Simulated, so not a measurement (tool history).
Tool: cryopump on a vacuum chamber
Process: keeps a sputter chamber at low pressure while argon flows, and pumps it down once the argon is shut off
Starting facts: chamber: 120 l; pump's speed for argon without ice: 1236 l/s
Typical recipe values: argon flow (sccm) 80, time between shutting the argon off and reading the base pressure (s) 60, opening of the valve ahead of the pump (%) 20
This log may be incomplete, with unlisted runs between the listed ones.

run,hour,argon flow (sccm),time between shutting the argon off and reading the base pressure (s),opening of the valve ahead of the pump (%),pressure while argon flows (Pa),pressure after the wait (uPa)
1,0,80,60,20,0.5704,2.73
2,10.4,80,60,20,0.577,2.8
3,22.2,80,74,20,0.5727,2.71
4,34.2,80,74,20,0.5744,2.75
5,48,80,74,20,0.5751,2.75
6,68.3,80,74,20,0.5735,2.74
7,76.9,80,74,20,0.5771,2.77
8,96.1,80,74,20,0.5799,2.75
9,113.1,42,60,20,0.3044,2.98
10,132,42,60,20,0.3035,2.97
11,143.9,80,60,20,0.5801,3.09
12,162,80,60,46,0.2711,3.16
13,173.9,40,60,20,0.2896,3.17
14,192.1,68,60,20,0.4936,3.14
15,209.9,68,60,20,0.4988,3.19
16,223.1,68,60,17,0.5775,3.34
17,234.4,68,60,17,0.5807,3.21
18,245.7,45,29,42,0.1676,3.95
19,261.6,45,29,42,0.1699,4.09
20,275.3,104,71,38,0.4258,3.16
21,286.6,32,71,38,0.1314,3.39
22,300.7,59,48,60,0.1648,3.54
# hour 309.9: leaking fittings of the chamber tightened, without venting
23,314.4,59,195,45,0.2115,0.62
24,333.5,96,28,17,0.8229,1.93
25,354.3,80,242,56,0.2388,0.63
26,365.8,68,60,20,0.5049,1.19
27,386.5,68,60,20,0.5051,1.21
28,400.5,117,60,23,0.7591,1.22
29,418.4,40,211,20,0.297,0.69
30,431.5,40,34,20,0.296,1.83
31,441.4,120,217,16,1.0961,0.77
32,453.5,42,22,20,0.3121,2.55
33,468.7,42,22,20,0.3146,2.6
34,481.3,42,22,20,0.3122,2.63

For each run, the measured value with the value that run would have given without the tool's hidden condition subtracted. The run-to-run variation is shared by both, the gauge scatter possibly not:
The hidden state here: pump's speed, % of a pump's without ice; cold plate's temperature, K; leak into the chamber, uPa l/s; drift of the gauge itself on working_pa, %; drift of the gauge itself on base_upa, %.
run,pressure while argon flows (Pa),pressure after the wait (uPa)
1,+0.0259,+1.79
2,+0.0268,+1.85
3,+0.0271,+1.86
4,+0.0277,+1.88
5,+0.0283,+1.9
6,+0.0291,+1.9
7,+0.0297,+1.94
8,+0.0308,+1.96
9,+0.0165,+2.01
10,+0.017,+2
11,+0.033,+2.09
12,+0.0337,+2.17
13,+0.0172,+2.16
14,+0.0298,+2.19
15,+0.0309,+2.22
16,+0.0313,+2.31
17,+0.0319,+2.24
18,+0.0213,+2.25
19,+0.022,+2.32
20,+0.0514,+2.33
21,+0.0162,+2.46
22,+0.0303,+2.38
23,+0.0309,+0.15
24,+0.0514,+0.18
25,+0.044,+0.2
26,+0.0381,+0.21
27,+0.0391,+0.24
28,+0.0679,+0.26
29,+0.0239,+0.29
30,+0.0242,+0.31
31,+0.0736,+0.32
32,+0.0262,+0.34
33,+0.0268,+0.36
34,+0.027,+0.39

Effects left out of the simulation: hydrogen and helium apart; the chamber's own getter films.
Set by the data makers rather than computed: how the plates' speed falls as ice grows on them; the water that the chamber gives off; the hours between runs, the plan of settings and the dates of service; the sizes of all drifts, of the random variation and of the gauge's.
